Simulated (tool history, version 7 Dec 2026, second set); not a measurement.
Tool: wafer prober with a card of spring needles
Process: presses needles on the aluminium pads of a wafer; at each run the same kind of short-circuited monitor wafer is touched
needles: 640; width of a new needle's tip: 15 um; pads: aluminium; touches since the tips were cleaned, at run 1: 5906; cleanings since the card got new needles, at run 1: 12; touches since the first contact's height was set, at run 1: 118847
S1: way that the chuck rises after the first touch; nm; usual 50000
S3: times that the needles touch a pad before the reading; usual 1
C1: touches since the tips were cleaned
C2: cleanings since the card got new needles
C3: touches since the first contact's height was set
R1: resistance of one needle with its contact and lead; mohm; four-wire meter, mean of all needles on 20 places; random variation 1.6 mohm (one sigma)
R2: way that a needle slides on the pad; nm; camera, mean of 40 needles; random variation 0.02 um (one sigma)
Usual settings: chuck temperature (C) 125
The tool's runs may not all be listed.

Run 1, day 0.000: usual settings; C1 5906; C2 12; C3 118847. Result: R1 209 mohm, R2 8910 nm.
At day 0.192: tips cleaned on abrasive film.
Run 2, day 0.250: usual settings; C1 638; C2 13; C3 121527. Result: R1 178 mohm, R2 8890 nm.
Run 3, day 0.700: usual settings; C1 5499; C2 13; C3 126388. Result: R1 209 mohm, R2 8890 nm.
At day 0.946: tips cleaned on abrasive film.
Run 4, day 1.054: usual settings; C1 1167; C2 14; C3 130197. Result: R1 188 mohm, R2 8890 nm.
Run 5, day 1.588: usual settings; C1 6948; C2 14; C3 135978. Result: R1 215 mohm, R2 8840 nm.
At day 1.725: tips cleaned on abrasive film.
Run 6, day 2.079: usual settings; C1 3853; C2 15; C3 141272. Result: R1 204 mohm, R2 8820 nm.
At day 2.475: tips cleaned on abrasive film.
Run 7, day 2.496: usual settings but S1 42000 nm; C1 209; C2 16; C3 145749. Result: R1 178 mohm, R2 7350 nm.
Run 8, day 2.892: usual settings but S1 42000 nm; C1 4522; C2 16; C3 150062. Result: R1 237 mohm, R2 7350 nm.
Run 9, day 3.192: usual settings but S1 42000 nm; C1 7769; C2 16; C3 153309. Result: R1 241 mohm, R2 7380 nm.
At day 3.242: tips cleaned on abrasive film.
Run 10, day 3.588: usual settings but S1 41000 nm; C1 3719; C2 17; C3 157552. Result: R1 234 mohm, R2 7160 nm.
Run 11, day 3.946: usual settings but S1 41000 nm; C1 7605; C2 17; C3 161438. Result: R1 247 mohm, R2 7180 nm.
At day 3.996: tips cleaned on abrasive film.
Run 12, day 4.262: usual settings but S1 41000 nm; C1 2883; C2 18; C3 164850. Result: R1 229 mohm, R2 7120 nm.
Run 13, day 4.621: usual settings but S1 66000 nm, chuck temperature (C) 43, S3 2; C1 6785; C2 18; C3 168752. Result: R1 161 mohm, R2 11650 nm.
At day 4.675: height of the first contact set anew.
At day 4.758: tips cleaned on abrasive film.
Run 14, day 5.012: usual settings but S1 53000 nm, chuck temperature (C) 57, S3 3; C1 2790; C2 19; C3 3635. Result: R1 160 mohm, R2 9220 nm.
At day 5.517: tips cleaned on abrasive film.
Run 15, day 5.546: usual settings but S1 39000 nm, chuck temperature (C) 40, S3 2; C1 336; C2 20; C3 9381. Result: R1 166 mohm, R2 6610 nm.
Run 16, day 5.892: usual settings but S1 39000 nm, chuck temperature (C) 124, S3 2; C1 4089; C2 20; C3 13134. Result: R1 216 mohm, R2 6640 nm.
Run 17, day 6.125: usual settings but S1 66000 nm, chuck temperature (C) 26, S3 2; C1 6583; C2 20; C3 15628. Result: R1 161 mohm, R2 11630 nm.
At day 6.271: tips cleaned on abrasive film.
Run 18, day 6.650: usual settings but S1 59000 nm, S3 2; C1 4121; C2 21; C3 21311. Result: R1 179 mohm, R2 10270 nm.
At day 6.862: height of the first contact set anew, once more.
At day 7.033: tips cleaned on abrasive film.
Run 19, day 7.167: usual settings but S1 59000 nm, S3 2; C1 1437; C2 22; C3 3252. Result: R1 168 mohm, R2 10810 nm.
Run 20, day 7.575: usual settings but S1 59000 nm, S3 2; C1 5863; C2 22; C3 7678. Result: R1 178 mohm, R2 10820 nm.

Forecast each of these 4 alternatives for the next run:
At day 7.800: tips cleaned on abrasive film.
Run A, day 7.954: usual settings but S1 40000 nm; C1 1687; C2 23; C3 11770. Result: R1 ?, R2 ?.
At day 7.800: tips cleaned on abrasive film.
Run B, day 7.954: usual settings but S1 64000 nm; C1 1687; C2 23; C3 11770. Result: R1 ?, R2 ?.
At day 7.800: tips cleaned on abrasive film.
Run C, day 7.954: usual settings but S1 57000 nm; C1 1687; C2 23; C3 11770. Result: R1 ?, R2 ?.
At day 7.800: tips cleaned on abrasive film.
Run D, day 7.954: usual settings but S1 34000 nm, S3 2; C1 1687; C2 23; C3 11770. Result: R1 ?, R2 ?.

run   R1     R2
  A  204   7270
  B  173  11720
  C  179  10410
  D  206   6200
Without the tool's hidden state the same runs would have given:
run   R1     R2
  A  162   7310
  B  154  11760
  C  156  10450
  D  170   6250
